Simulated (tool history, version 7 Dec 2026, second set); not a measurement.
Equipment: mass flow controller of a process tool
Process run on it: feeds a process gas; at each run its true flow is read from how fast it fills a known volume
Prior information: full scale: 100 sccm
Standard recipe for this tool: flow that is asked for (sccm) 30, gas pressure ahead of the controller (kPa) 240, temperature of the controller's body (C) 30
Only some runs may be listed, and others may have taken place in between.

run,hour,flow that is asked for (sccm),gas pressure ahead of the controller (kPa),temperature of the controller's body (C),true flow (%)
1,0,30,240,30,100.05
2,77.6,30,240,30,100.13
3,201.9,30,240,30,100.19
4,324.5,30,240,30,100.3
5,437.1,30,240,30,100.29
6,514.3,30,240,30,100.32
7,570.8,30,240,30,100.27
8,633,84,240,30,100.75
9,724.3,84,240,30,100.84
10,799.3,84,240,30,100.88
11,891.5,84,240,30,100.78
# hour 899.7: controller's zero set anew
12,942.5,84,240,30,100.75
13,1043,84,240,30,100.74
14,1110,84,240,30,100.85
# hour 1195.4: controller's zero set anew, once more
15,1224.8,84,143,30,100.09
16,1315.3,84,143,30,100.04
17,1415.6,84,143,30,100.07
18,1529,30,240,22,99.71
19,1621.6,30,240,35,100.14
20,1725.7,30,272,30,100.2
21,1846.8,30,263,22,99.97
22,1947.1,37,162,24,99.55
23,2052.1,37,200,21,99.76
24,2111.4,72,151,30,100.14
25,2190,20,180,30,99.99
26,2241.3,20,180,30,99.89
27,2354.4,15,245,32,100.48
28,2447.1,98,249,26,100.92
29,2513.3,61,244,26,100.51
30,2571.6,61,244,26,100.4
31,2649.5,61,244,26,100.49
32,2736.6,61,244,26,100.49
33,2807.2,61,244,26,100.55
34,2903.7,15,198,30,100.63
35,3004.7,14,240,30,100.86
36,3076.1,11,188,37,101.12
37,3188.3,13,188,31,100.71
38,3272.3,40,148,39,100.37

Run 39 is up next; what results do you expect?
39,3324.5,40,148,39,?

{"run 39": {"true flow (%)": 100.4}}
Minus the tool's unlogged condition, the same run would have read true flow (%) 99.31.

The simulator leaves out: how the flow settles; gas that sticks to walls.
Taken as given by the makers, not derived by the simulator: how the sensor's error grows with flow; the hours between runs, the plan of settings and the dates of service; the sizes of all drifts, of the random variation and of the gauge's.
